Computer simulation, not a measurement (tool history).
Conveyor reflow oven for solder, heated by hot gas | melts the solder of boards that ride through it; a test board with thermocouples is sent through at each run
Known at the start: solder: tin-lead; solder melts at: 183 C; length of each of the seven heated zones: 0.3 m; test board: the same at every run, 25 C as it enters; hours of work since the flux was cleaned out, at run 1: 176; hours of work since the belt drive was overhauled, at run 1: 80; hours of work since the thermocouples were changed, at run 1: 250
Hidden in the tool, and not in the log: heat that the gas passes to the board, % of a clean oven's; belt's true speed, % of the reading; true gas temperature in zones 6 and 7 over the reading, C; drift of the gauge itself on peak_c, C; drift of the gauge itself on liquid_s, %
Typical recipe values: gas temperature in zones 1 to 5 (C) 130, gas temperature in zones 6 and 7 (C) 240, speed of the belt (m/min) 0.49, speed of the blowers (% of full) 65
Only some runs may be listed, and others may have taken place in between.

| run | day | gas temperature in zones 1 to 5 (C) | gas temperature in zones 6 and 7 (C) | speed of the belt (m/min) | speed of the blowers (% of full) | hours of work since the flux was cleaned out | hours of work since the belt drive was overhauled | hours of work since the thermocouples were changed | highest temperature of the board (C) | time above the solder's melting point (s) |
|---|---|---|---|---|---|---|---|---|---|---|
| 1 | 0 | 130 | 240 | 0.49 | 65 | 176 | 80 | 250 | 223.7 | 57.55 |
| 2 | 0.3 | 130 | 240 | 0.49 | 65 | 181 | 85 | 255 | 223.9 | 57.61 |
| 3 | 0.567 | 130 | 240 | 0.49 | 65 | 185 | 89 | 259 | 223.5 | 57.43 |
| 4 | 0.858 | 130 | 240 | 0.49 | 50 | 189 | 93 | 264 | 219.3 | 53.95 |
| 5 | 1.133 | 130 | 251 | 0.49 | 65 | 194 | 98 | 268 | 233.6 | 62.91 |
| 6 | 1.425 | 130 | 251 | 0.49 | 65 | 198 | 102 | 272 | 233.6 | 63.11 |
| 7 | 1.658 | 130 | 251 | 0.49 | 65 | 202 | 106 | 276 | 233.5 | 63.06 |
| 8 | 1.938 | 130 | 240 | 0.513 | 65 | 206 | 110 | 280 | 222.2 | 53.68 |
| 9 | 2.158 | 130 | 240 | 0.513 | 65 | 209 | 113 | 284 | 221.9 | 53.75 |
| 10 | 2.458 | 141 | 240 | 0.49 | 65 | 214 | 118 | 288 | 225.2 | 61.97 |
| 11 | 2.767 | 141 | 240 | 0.49 | 65 | 219 | 123 | 293 | 225 | 61.89 |
| 12 | 3.033 | 141 | 240 | 0.49 | 65 | 223 | 127 | 297 | 225 | 61.88 |
| 13 | 3.267 | 130 | 240 | 0.49 | 62 | 227 | 131 | 301 | 223 | 56.77 |
| 14 | 3.679 | 130 | 240 | 0.49 | 62 | 233 | 137 | 307 | 223 | 56.88 |
| 15 | 3.875 | 130 | 247 | 0.49 | 65 | 236 | 140 | 310 | 229.9 | 61.12 |
| 16 | 4.296 | 130 | 247 | 0.49 | 65 | 243 | 147 | 317 | 229.8 | 60.95 |
| 17 | 4.721 | 130 | 228 | 0.532 | 65 | 249 | 153 | 323 | 210.1 | 43 |
| 18 | 5.167 | 119 | 240 | 0.49 | 65 | 256 | 160 | 330 | 221.4 | 53.32 |
| 19 | 5.354 | 119 | 240 | 0.49 | 65 | 259 | 163 | 333 | 221.7 | 53.1 |
| 20 | 5.579 | 119 | 240 | 0.49 | 65 | 262 | 166 | 337 | 221.4 | 53.28 |
| 21 | 5.854 | 134 | 231 | 0.397 | 63 | 267 | 171 | 341 | 220.7 | 72.14 |
| 22 | 6.104 | 134 | 231 | 0.397 | 63 | 271 | 175 | 345 | 220.8 | 71.84 |
| 23 | 6.396 | 116 | 244 | 0.475 | 78 | 275 | 179 | 349 | 228.9 | 59.27 |
| 24 | 6.646 | 130 | 249 | 0.519 | 65 | 279 | 183 | 353 | 229.1 | 57.18 |
| 25 | 6.904 | 130 | 240 | 0.471 | 65 | 283 | 187 | 357 | 224.5 | 60.58 |
| 26 | 7.312 | 130 | 240 | 0.471 | 65 | 289 | 193 | 364 | 224.7 | 60.57 |
| 27 | 7.608 | 130 | 240 | 0.426 | 65 | 294 | 198 | 368 | 227.5 | 69.54 |
| 28 | 7.846 | 117 | 252 | 0.49 | 65 | 298 | 202 | 372 | 232 | 58.97 |
| 29 | 8.25 | 117 | 252 | 0.49 | 65 | 304 | 208 | 378 | 231.8 | 58.94 |
| 30 | 8.467 | 117 | 252 | 0.49 | 65 | 307 | 211 | 382 | 232.1 | 58.84 |
| 31 | 8.796 | 130 | 240 | 0.578 | 83 | 312 | 216 | 387 | 221.5 | 47.43 |

What if the next run were any one of these 4? Each begins from the tool's condition after run 31:
| A | 9.029 | 130 | 254 | 0.566 | 61 | 316 | 220 | 390 | ? | ? |
| B | 9.029 | 139 | 240 | 0.49 | 70 | 316 | 220 | 390 | ? | ? |
| C | 9.029 | 130 | 242 | 0.45 | 85 | 316 | 220 | 390 | ? | ? |
| D | 9.029 | 130 | 232 | 0.49 | 73 | 316 | 220 | 390 | ? | ? |

| run | highest temperature of the board (C) | time above the solder's melting point (s) |
|---|---|---|
| A | 228.8 | 51.99 |
| B | 225.4 | 61.64 |
| C | 230.9 | 68.15 |
| D | 217.5 | 53.86 |
Without the tool's hidden state the same runs would have given:
| run | highest temperature of the board (C) | time above the solder's melting point (s) |
|---|---|---|
| A | 231.2 | 53.02 |
| B | 227.6 | 62.64 |
| C | 233.1 | 69.08 |
| D | 219.7 | 55.36 |
